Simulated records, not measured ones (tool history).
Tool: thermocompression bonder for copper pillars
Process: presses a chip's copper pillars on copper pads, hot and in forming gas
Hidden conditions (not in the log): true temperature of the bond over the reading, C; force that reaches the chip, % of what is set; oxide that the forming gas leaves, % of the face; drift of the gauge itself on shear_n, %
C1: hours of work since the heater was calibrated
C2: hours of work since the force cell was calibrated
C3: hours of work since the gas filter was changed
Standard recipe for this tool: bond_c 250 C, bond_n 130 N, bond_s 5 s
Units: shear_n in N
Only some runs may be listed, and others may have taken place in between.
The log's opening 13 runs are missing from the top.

{"run": 14, "hour": 696.0, "bond_c": 250, "bond_n": 130, "bond_s": 5, "C1": 32, "C2": 833, "C3": 356, "shear_n": 64.4}
{"hour": 717.0, "done": "forming gas filter changed"}
{"run": 15, "hour": 756.3, "bond_c": 250, "bond_n": 130, "bond_s": 5, "C1": 58, "C2": 858, "C3": 17, "shear_n": 64.7}
{"run": 16, "hour": 812.7, "bond_c": 250, "bond_n": 180, "bond_s": 5, "C1": 82, "C2": 882, "C3": 41, "shear_n": 80.2}
{"run": 17, "hour": 841.4, "bond_c": 250, "bond_n": 180, "bond_s": 5, "C1": 94, "C2": 894, "C3": 53, "shear_n": 79.8}
{"run": 18, "hour": 886.0, "bond_c": 244, "bond_n": 180, "bond_s": 5, "C1": 113, "C2": 913, "C3": 72, "shear_n": 75.4}
{"run": 19, "hour": 939.9, "bond_c": 239, "bond_n": 130, "bond_s": 15, "C1": 135, "C2": 936, "C3": 94, "shear_n": 79.4}
{"run": 20, "hour": 975.5, "bond_c": 239, "bond_n": 130, "bond_s": 15, "C1": 150, "C2": 951, "C3": 109, "shear_n": 79.3}
{"run": 21, "hour": 1012.4, "bond_c": 239, "bond_n": 130, "bond_s": 15, "C1": 166, "C2": 967, "C3": 125, "shear_n": 79.4}

Run 22 comes next. What will it give?
{"run": 22, "hour": 1066.8, "bond_c": 239, "bond_n": 130, "bond_s": 15, "C1": 189, "C2": 990, "C3": 148, "shear_n": "?"}

shear_n: 79.6 N
The same run, on a tool lacking any hidden state, would have yielded shear_n 79.7 N.
